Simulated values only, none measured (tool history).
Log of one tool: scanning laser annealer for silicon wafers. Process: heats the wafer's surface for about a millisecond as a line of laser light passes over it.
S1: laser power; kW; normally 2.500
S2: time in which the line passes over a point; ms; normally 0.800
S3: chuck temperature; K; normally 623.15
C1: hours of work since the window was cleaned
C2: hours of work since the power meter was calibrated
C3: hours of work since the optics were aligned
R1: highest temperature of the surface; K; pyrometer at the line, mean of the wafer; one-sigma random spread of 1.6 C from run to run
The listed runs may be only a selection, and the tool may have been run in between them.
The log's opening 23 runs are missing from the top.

Run 24, hour 347.1: usual settings but S1 2.435 kW, S2 0.756 ms, S3 586.15 K; C1 597; C2 610; C3 824. Result: R1 1313.15 K.
At hour 364.4: window over the wafer cleaned.
Run 25, hour 364.4: usual settings but S1 2.357 kW, S2 0.593 ms, S3 617.15 K; C1 0; C2 621; C3 835. Result: R1 1248.15 K.
Run 26, hour 377.6: usual settings but S1 2.127 kW, S2 0.679 ms, S3 629.15 K; C1 10; C2 631; C3 845. Result: R1 1250.15 K.
Run 27, hour 395.2: usual settings but S1 2.127 kW, S2 0.679 ms, S3 629.15 K; C1 23; C2 644; C3 858. Result: R1 1248.15 K.
Run 28, hour 406.4: usual settings but S1 2.127 kW, S2 0.679 ms, S3 629.15 K; C1 31; C2 653; C3 866. Result: R1 1250.15 K.
Run 29, hour 416.9: usual settings but S2 0.581 ms, S3 585.15 K; C1 39; C2 660; C3 874. Result: R1 1244.15 K.
Run 30, hour 435.7: usual settings but S2 0.683 ms, S3 583.15 K; C1 53; C2 674; C3 888. Result: R1 1306.15 K.
Run 31, hour 450.8: usual settings but S2 0.683 ms, S3 605.15 K; C1 64; C2 686; C3 899. Result: R1 1328.15 K.
Run 32, hour 466.1: usual settings but S2 0.768 ms, S3 622.15 K; C1 76; C2 697; C3 911. Result: R1 1389.15 K.
Run 33, hour 481.8: usual settings but S1 2.346 kW, S2 0.989 ms, S3 622.15 K; C1 87; C2 709; C3 922. Result: R1 1459.15 K.
Run 34, hour 496.3: usual settings but S1 2.626 kW, S2 0.989 ms, S3 610.15 K; C1 98; C2 719; C3 933. Result: R1 1535.15 K.
Run 35, hour 507.2: usual settings but S1 2.207 kW, S2 0.783 ms; C1 106; C2 728; C3 941. Result: R1 1315.15 K.
Run 36, hour 517.7: usual settings but S1 2.384 kW, S2 0.926 ms, S3 640.15 K; C1 114; C2 735; C3 949. Result: R1 1452.15 K.
Run 37, hour 529.1: usual settings but S1 2.242 kW, S2 0.958 ms; C1 123; C2 744; C3 958. Result: R1 1410.15 K.
Run 38, hour 548.3: usual settings but S1 2.559 kW, S2 0.782 ms, S3 639.15 K; C1 137; C2 758; C3 972. Result: R1 1429.15 K.

Here are 3 independent what-if runs from the current tool condition. What would each one return?
Run A, hour 568.6: usual settings but S1 2.677 kW, S2 0.697 ms; C1 152; C2 773; C3 987. Result: R1 ?.
Run B, hour 568.6: usual settings but S2 0.583 ms, S3 653.15 K; C1 152; C2 773; C3 987. Result: R1 ?.
Run C, hour 568.6: usual settings but S1 2.341 kW, S2 0.814 ms, S3 659.15 K; C1 152; C2 773; C3 987. Result: R1 ?.

run       R1
  A  1395.15
  B  1309.15
  C  1405.15
The same runs, with their run-to-run variation unchanged, on a tool lacking any hidden condition would have given:
run       R1
  A  1406.15
  B  1319.15
  C  1416.15

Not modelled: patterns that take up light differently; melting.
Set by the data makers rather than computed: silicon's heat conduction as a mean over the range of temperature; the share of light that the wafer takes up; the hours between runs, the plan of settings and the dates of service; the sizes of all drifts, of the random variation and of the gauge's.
